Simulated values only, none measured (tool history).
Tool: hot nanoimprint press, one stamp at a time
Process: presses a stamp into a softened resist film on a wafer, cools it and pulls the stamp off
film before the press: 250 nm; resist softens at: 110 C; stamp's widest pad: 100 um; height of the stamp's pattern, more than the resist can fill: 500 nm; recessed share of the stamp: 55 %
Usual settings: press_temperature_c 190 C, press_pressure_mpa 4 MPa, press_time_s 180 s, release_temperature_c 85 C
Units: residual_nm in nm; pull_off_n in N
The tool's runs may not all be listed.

run   hour  press_temperature_c  press_pressure_mpa  press_time_s  release_temperature_c  residual_nm  pull_off_n
  1      0                  190                   4           180                     85        120.1         150
  2     20                  190                   4           180                     85          120         144
  3   38.6                  190                   4           180                     85        120.3         149
  4   56.5                  190                   4           180                     85        119.9         141
  5   67.4                  190                   4           180                     85        120.4         149
  6   87.5                  190                   4           180                     85        120.5         144
  7  103.4                  184                   4           180                     85        144.4         145
  8  122.8                  190                   4           180                     85        119.7         151
  9  134.3                  190                   4           180                     85        119.5         148
 10  147.8                  190                5.64           180                     85        104.6         148
 11  167.9                  190                   4           180                     85          120         148
 12  184.6                  190                   4           180                     85        119.7         149
 13  202.6                  190                   4           180                     85        120.1         144
 14  229.9                  188                4.52           180                     85          122         148
 15    251                  198                   4           299                     90         74.7         134
 16  264.8                  190                6.36           180                     91         99.4         136
 17  284.8                  195                5.91           261                     86         73.8         140
 18  298.6                  201                 2.7           234                     85         90.7         146
 19  320.3                  189                3.91           234                     85        113.1         145
 20  337.7                  186                 4.5           117                     92        150.6         128
 21  347.5                  186                 4.5           117                     79        150.7         158

Not shown: 2 entries that the log had between the listed runs. Between which runs, and how does the tool's hidden state differ before and after?
Between runs 1 and 2: stamp cleaned and given a new release coat (hour 20)
  pressure that arrives at the usual setting, %: 100 -> 99.99; grip of the stamp's worn release coat, % over a new coat's: 0.9 -> 0
Between runs 13 and 14: stamp cleaned and given a new release coat (hour 218.8)
  true temperature over the reading, C: 0.04 -> 0.05; grip of the stamp's worn release coat, % over a new coat's: 0.9 -> 0.1
